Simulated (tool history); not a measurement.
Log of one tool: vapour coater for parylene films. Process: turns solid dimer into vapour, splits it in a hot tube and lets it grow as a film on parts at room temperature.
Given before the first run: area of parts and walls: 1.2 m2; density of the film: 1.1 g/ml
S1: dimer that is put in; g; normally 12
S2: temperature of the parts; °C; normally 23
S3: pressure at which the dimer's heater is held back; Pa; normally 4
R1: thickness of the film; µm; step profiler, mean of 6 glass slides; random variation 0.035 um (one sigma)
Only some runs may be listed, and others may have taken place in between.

run   hour  S1  S2    S3     R1
  1      0  12  23     4   7.28
  2   22.6  12  23     4   7.32
  3   37.1  20  23     4  12.21
  4   62.3  20  23     4  12.18
  5   78.4  20  23     4  12.06
  6    104  20  23     4  12.14
  7  118.2  20  23     4   12.1
  8  129.1  20  23     4  12.08
  9  151.2   7  23     4   4.23
 10  169.5   7  23     4    4.2
 11  182.3  12  23     4   7.21
 12    193  12  23     4   7.18
 13  216.9  12  23     4   7.14
 14  229.2  12  23     4   7.14
 15  239.8  12  23     4   7.15
 16    264  12  20     4    8.3
 17  289.8  12  20     4   8.16
     292.6  -- table's thermometer calibrated
 18  302.1  12  20     4   8.27
 19  320.7  12  20     4   8.26
 20  344.3  12  23  3.59   7.14
 21  362.6  13  23  3.59   7.78
     381.1  -- table's thermometer calibrated, once more
 22  385.1   6  23   2.7   3.57
 23  399.1   6  32  8.38   2.06
 24  422.4   6  23  6.44   3.27
 25  445.5   6  28  5.03   2.62
 26  459.4   6  28  5.03   2.64
 27  482.2   7  23  4.04   3.97
 28  501.7   7  23  3.91   4.01
 29  514.8   6  23  3.91   3.43
 30  538.4   9  23   3.9   5.13
 31  562.6   9  23   3.9   5.09
 32  573.5   9  23   3.9   5.08
 33    589   9  23   3.9   5.09
 34  613.2  20  24  5.54  10.34
 35  625.6  11  23  7.97   5.71
 36  642.3   6  23  3.41   3.39
 37  667.1   9  30  2.58   3.69

Here are 3 independent what-if runs from the current tool condition. What would each one return?
     691.9  -- trap's valve overhauled
  A  696.3   8  27  2.63   ?
     691.9  -- trap's valve overhauled
  B  696.3  11  30  3.01   ?
     691.9  -- trap's valve overhauled
  C  696.3  15  23     4   ?

run    R1
  A  4.15
  B  4.89
  C  9.16
The same runs, with their run-to-run variation unchanged, on a tool lacking any hidden condition would have given:
run    R1
  A  4.15
  B  4.88
  C  9.15
